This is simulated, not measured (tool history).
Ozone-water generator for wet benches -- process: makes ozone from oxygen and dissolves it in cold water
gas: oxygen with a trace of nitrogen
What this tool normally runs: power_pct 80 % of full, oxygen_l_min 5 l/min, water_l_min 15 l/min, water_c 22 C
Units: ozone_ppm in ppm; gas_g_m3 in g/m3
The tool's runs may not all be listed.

run,hour,power_pct,oxygen_l_min,water_l_min,water_c,ozone_ppm,gas_g_m3
1,0,80,5,15,22,29.1,234.5
2,89,80,5,11,22,35.9,234.9
3,139.7,80,2.51,15,22,28.6,341.9
4,243.6,80,2.51,15,22,29.2,338.2
5,317.8,80,2.51,15,22,28.8,339.7
6,370.5,80,2.51,15,18,30.2,340.2
7,434.1,80,2.51,15,18,30.3,340.7
8,519,80,5,17,22,26.1,234.1
9,621.2,80,5,17,22,26.4,235.9
10,709.6,80,5.25,17,22,26.1,229.8
11,815.3,80,5.25,17,22,26.6,232.3
12,899,80,5.25,17,22,26.6,228.9
13,953.2,80,5,15,25,27.6,236.2
14,1030.5,80,5,15,25,27.6,236.4
15,1111.4,80,5,18,22,25.3,234.3
16,1181.1,94,5,18,22,28.9,268.3
17,1239.5,71,5,15,22,26.4,214.8
18,1310.1,46,4.5,15,25,17.8,160.3
19,1392.4,46,2.79,17,22,16.7,204.6
20,1475.8,98,5,14,22,36.4,275.3
21,1530.8,50,6.46,24,16,14.8,139.7
22,1619.5,91,3.73,15,21,33.3,304.9
23,1686,91,3.73,15,21,33.5,305.4
24,1756.6,84,3.7,15,28,28.1,289.8
25,1828.7,80,5,19,17,26.3,236
26,1903.7,80,5,19,17,26,237.5
27,1976.8,73,4.18,15,20,28.4,242.6
28,2067.2,80,5,15,21,29.4,235.4
29,2125.7,48,5,17,21,17.9,156.6
30,2191.5,80,2.72,15,24,28.2,324.6
31,2278.6,48,5.53,10,15,28.4,146.3
32,2380.8,48,5.53,12,30,18.5,146.5
33,2446.3,59,5.53,18,22,19.8,175.7

Removed from this log: 2 entries logged between the listed runs. Between which two listed runs does each belong, and how does the tool's hidden state at the listed run before it compare with that at the listed run after it?
After run 11, before run 12: water thermometer calibrated (hour 877.1)
  no hidden state differs between the two runs
After run 26, before run 27: contactor cleaned (hour 1925)
  contactor's efficiency, % of a clean one's: 99.9 -> 100
